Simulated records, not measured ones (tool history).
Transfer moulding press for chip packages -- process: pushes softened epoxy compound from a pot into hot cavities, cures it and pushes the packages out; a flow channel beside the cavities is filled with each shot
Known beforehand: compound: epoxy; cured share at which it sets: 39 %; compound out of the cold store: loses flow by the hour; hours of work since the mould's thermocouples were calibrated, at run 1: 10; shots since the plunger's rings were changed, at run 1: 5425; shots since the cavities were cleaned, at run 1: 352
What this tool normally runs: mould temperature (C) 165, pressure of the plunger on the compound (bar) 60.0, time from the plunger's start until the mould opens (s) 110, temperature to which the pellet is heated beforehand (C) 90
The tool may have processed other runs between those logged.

run	hour	mould temperature (C)	pressure of the plunger on the compound (bar)	time from the plunger's start until the mould opens (s)	temperature to which the pellet is heated beforehand (C)	hours of work since the mould's thermocouples were calibrated	shots since the plunger's rings were changed	shots since the cavities were cleaned	incoming compound's hours out of the cold store	length that the compound runs in the flow channel (mm)	greatest force on the pins that push the packages out (N)
1	0.0	165	60.0	110	90	10	5425	352	35.0	883	652
2	9.2	165	60.0	110	90	16	5533	460	33.9	887	697
3	24.1	165	60.0	110	90	27	5707	634	13.7	928	797
4	38.7	165	60.0	110	90	38	5877	804	23.4	901	786
# hour 49.4: plunger's sealing rings changed
# hour 55.2: cavities cleaned with cleaning compound and waxed
5	57.8	165	60.0	110	90	49	82	31	30.8	926	455
6	74.0	165	60.0	110	90	61	270	219	10.6	965	596
7	82.5	165	60.0	110	90	67	369	318	27.3	927	644
8	93.0	165	60.0	110	95	75	493	442	34.3	911	684
9	104.0	165	60.0	110	82	83	620	569	19.9	943	762
10	119.8	165	60.0	110	82	95	805	754	27.0	926	758
11	131.0	165	58.3	110	90	103	936	885	35.7	891	806
# hour 138.0: cavities cleaned with cleaning compound and waxed
12	143.9	165	58.3	110	90	111	1069	70	18.4	933	495
13	154.3	165	60.0	110	90	119	1190	191	12.7	953	576
14	167.4	165	60.0	110	82	128	1343	344	16.4	948	660
15	177.8	165	60.0	110	82	136	1464	465	23.7	934	676
16	185.3	165	60.0	110	82	142	1552	553	37.7	897	715
17	195.1	161	60.0	110	82	149	1666	667	9.4	987	1003
18	203.4	163	71.5	136	98	155	1763	764	27.6	1028	710

Run 19 is up next; what results do you expect?
# hour 206.1: mould's thermocouples calibrated
19	215.8	160	60.0	110	86	7	1884	885	13.6	?	?

Run 19 produced length that the compound runs in the flow channel (mm) 979, greatest force on the pins that push the packages out (N) 1164.
Take away the tool's hidden state, keep the run-to-run variation as it was, and the same run would have given length that the compound runs in the flow channel (mm) 990, greatest force on the pins that push the packages out (N) 587.

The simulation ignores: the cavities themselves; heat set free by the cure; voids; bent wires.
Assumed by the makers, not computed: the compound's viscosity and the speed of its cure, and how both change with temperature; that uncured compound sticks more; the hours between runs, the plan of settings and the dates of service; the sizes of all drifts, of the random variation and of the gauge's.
